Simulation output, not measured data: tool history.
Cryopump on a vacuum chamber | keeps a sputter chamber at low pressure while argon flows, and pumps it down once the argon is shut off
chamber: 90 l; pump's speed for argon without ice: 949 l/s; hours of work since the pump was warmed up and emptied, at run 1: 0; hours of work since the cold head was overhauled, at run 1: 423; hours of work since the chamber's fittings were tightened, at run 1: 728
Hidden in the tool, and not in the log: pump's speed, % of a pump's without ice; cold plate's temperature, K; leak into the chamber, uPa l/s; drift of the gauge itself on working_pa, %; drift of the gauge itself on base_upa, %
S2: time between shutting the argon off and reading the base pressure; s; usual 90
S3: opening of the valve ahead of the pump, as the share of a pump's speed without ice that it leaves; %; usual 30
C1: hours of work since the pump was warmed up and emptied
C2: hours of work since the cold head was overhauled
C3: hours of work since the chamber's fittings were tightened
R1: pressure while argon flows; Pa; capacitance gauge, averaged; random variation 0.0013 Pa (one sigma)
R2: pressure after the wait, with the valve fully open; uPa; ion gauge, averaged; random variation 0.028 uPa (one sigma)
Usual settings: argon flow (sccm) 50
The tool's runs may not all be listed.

run 1 hour=0 | argon_flow_(sccm)=50 S2=90 S3=30 | C1=0 C2=423 C3=728 | R1=0.2993 R2=3.4
run 2 hour=16.5 | argon_flow_(sccm)=50 S2=90 S3=30 | C1=12 C2=435 C3=740 | R1=0.2977 R2=3.52
run 3 hour=25.5 | argon_flow_(sccm)=50 S2=90 S3=30 | C1=18 C2=442 C3=746 | R1=0.301 R2=3.45
run 4 hour=34.3 | argon_flow_(sccm)=50 S2=90 S3=30 | C1=25 C2=448 C3=752 | R1=0.2988 R2=3.53
run 5 hour=46.1 | argon_flow_(sccm)=50 S2=90 S3=30 | C1=33 C2=456 C3=761 | R1=0.3007 R2=3.58
run 6 hour=58.3 | argon_flow_(sccm)=50 S2=90 S3=30 | C1=42 C2=465 C3=770 | R1=0.3032 R2=3.6
run 7 hour=72.7 | argon_flow_(sccm)=50 S2=90 S3=30 | C1=52 C2=476 C3=780 | R1=0.3006 R2=3.68
run 8 hour=82.1 | argon_flow_(sccm)=50 S2=90 S3=30 | C1=59 C2=482 C3=787 | R1=0.3018 R2=3.74
run 9 hour=99.2 | argon_flow_(sccm)=50 S2=90 S3=30 | C1=71 C2=495 C3=799 | R1=0.3044 R2=3.88
run 10 hour=114 | argon_flow_(sccm)=50 S2=90 S3=30 | C1=82 C2=505 C3=810 | R1=0.3059 R2=3.89
run 11 hour=122.7 | argon_flow_(sccm)=50 S2=90 S3=30 | C1=88 C2=511 C3=816 | R1=0.3032 R2=3.74
run 12 hour=132.9 | argon_flow_(sccm)=50 S2=79 S3=30 | C1=96 C2=519 C3=823 | R1=0.3054 R2=4.09
run 13 hour=145.9 | argon_flow_(sccm)=50 S2=79 S3=56 | C1=105 C2=528 C3=833 | R1=0.167 R2=4.2
run 14 hour=156.8 | argon_flow_(sccm)=50 S2=121 S3=56 | C1=113 C2=536 C3=840 | R1=0.1664 R2=3.73
run 15 hour=172.8 | argon_flow_(sccm)=50 S2=121 S3=56 | C1=124 C2=547 C3=852 | R1=0.1692 R2=3.76
run 16 hour=180 | argon_flow_(sccm)=50 S2=90 S3=30 | C1=129 C2=553 C3=857 | R1=0.3075 R2=3.95
run 17 hour=194 | argon_flow_(sccm)=50 S2=37 S3=30 | C1=139 C2=563 C3=867 | R1=0.3083 R2=5.6
run 18 hour=202.4 | argon_flow_(sccm)=73 S2=90 S3=34 | C1=145 C2=569 C3=873 | R1=0.4001 R2=4.07
run 19 hour=212.3 | argon_flow_(sccm)=23 S2=90 S3=28 | C1=153 C2=576 C3=880 | R1=0.1522 R2=4.27
run 20 hour=220.8 | argon_flow_(sccm)=28 S2=124 S3=30 | C1=159 C2=582 C3=886 | R1=0.1739 R2=4.01
run 21 hour=230.4 | argon_flow_(sccm)=38 S2=90 S3=30 | C1=166 C2=589 C3=893 | R1=0.2368 R2=4.44
run 22 hour=237.7 | argon_flow_(sccm)=38 S2=90 S3=30 | C1=171 C2=594 C3=899 | R1=0.2356 R2=4.28
run 23 hour=253.9 | argon_flow_(sccm)=38 S2=90 S3=30 | C1=182 C2=606 C3=910 | R1=0.2357 R2=4.5
run 24 hour=263.2 | argon_flow_(sccm)=98 S2=27 S3=44 | C1=189 C2=612 C3=917 | R1=0.4263 R2=6.67
run 25 hour=271.9 | argon_flow_(sccm)=98 S2=27 S3=44 | C1=195 C2=619 C3=923 | R1=0.4256 R2=6.72
run 26 hour=282.8 | argon_flow_(sccm)=98 S2=27 S3=44 | C1=203 C2=626 C3=931 | R1=0.4304 R2=6.91
run 27 hour=299.5 | argon_flow_(sccm)=50 S2=90 S3=38 | C1=215 C2=638 C3=943 | R1=0.2541 R2=4.51
run 28 hour=313.2 | argon_flow_(sccm)=32 S2=114 S3=20 | C1=225 C2=648 C3=953 | R1=0.297 R2=4.45
run 29 hour=321.7 | argon_flow_(sccm)=31 S2=79 S3=58 | C1=231 C2=654 C3=959 | R1=0.1087 R2=4.95
run 30 hour=335.5 | argon_flow_(sccm)=25 S2=178 S3=28 | C1=241 C2=664 C3=969 | R1=0.1688 R2=4.41
run 31 hour=352 | argon_flow_(sccm)=50 S2=90 S3=20 | C1=253 C2=676 C3=981 | R1=0.4674 R2=4.78
run 32 hour=360.6 | argon_flow_(sccm)=52 S2=90 S3=15 | C1=259 C2=682 C3=987 | R1=0.6425 R2=4.81
run 33 hour=373.7 | argon_flow_(sccm)=35 S2=61 S3=30 | C1=268 C2=692 C3=996 | R1=0.223 R2=5.45
run 34 hour=385.5 | argon_flow_(sccm)=69 S2=172 S3=31 | C1=277 C2=700 C3=1005 | R1=0.4289 R2=4.58

Some steps in R1 between neighbouring runs. How much of each would the tool show without its hidden state too (settings, what came in, random variation), and how much is left for the hidden state, with any gauge scatter that isn't in both results?
Run 18 -> 19: argon flow (sccm) 73 -> 23, S3 34 -> 28. R1 -0.2479 Pa: hidden state -0.0117, all else -0.2362.
Run 23 -> 24: argon flow (sccm) 38 -> 98, S2 90 -> 27, S3 30 -> 44. R1 +0.1906 Pa: hidden state +0.0193, all else +0.1713.
Run 26 -> 27: argon flow (sccm) 98 -> 50, S2 27 -> 90, S3 44 -> 38. R1 -0.1763 Pa: hidden state -0.0153, all else -0.161.
Run 30 -> 31: argon flow (sccm) 25 -> 50, S2 178 -> 90, S3 28 -> 20. R1 +0.2986 Pa: hidden state +0.0117, all else +0.2869.
Run 32 -> 33: argon flow (sccm) 52 -> 35, S2 90 -> 61, S3 15 -> 30. R1 -0.4195 Pa: hidden state -0.007, all else -0.4125.
Run 33 -> 34: argon flow (sccm) 35 -> 69, S2 61 -> 172, S3 30 -> 31. R1 +0.2059 Pa: hidden state +0.017, all else +0.1889.
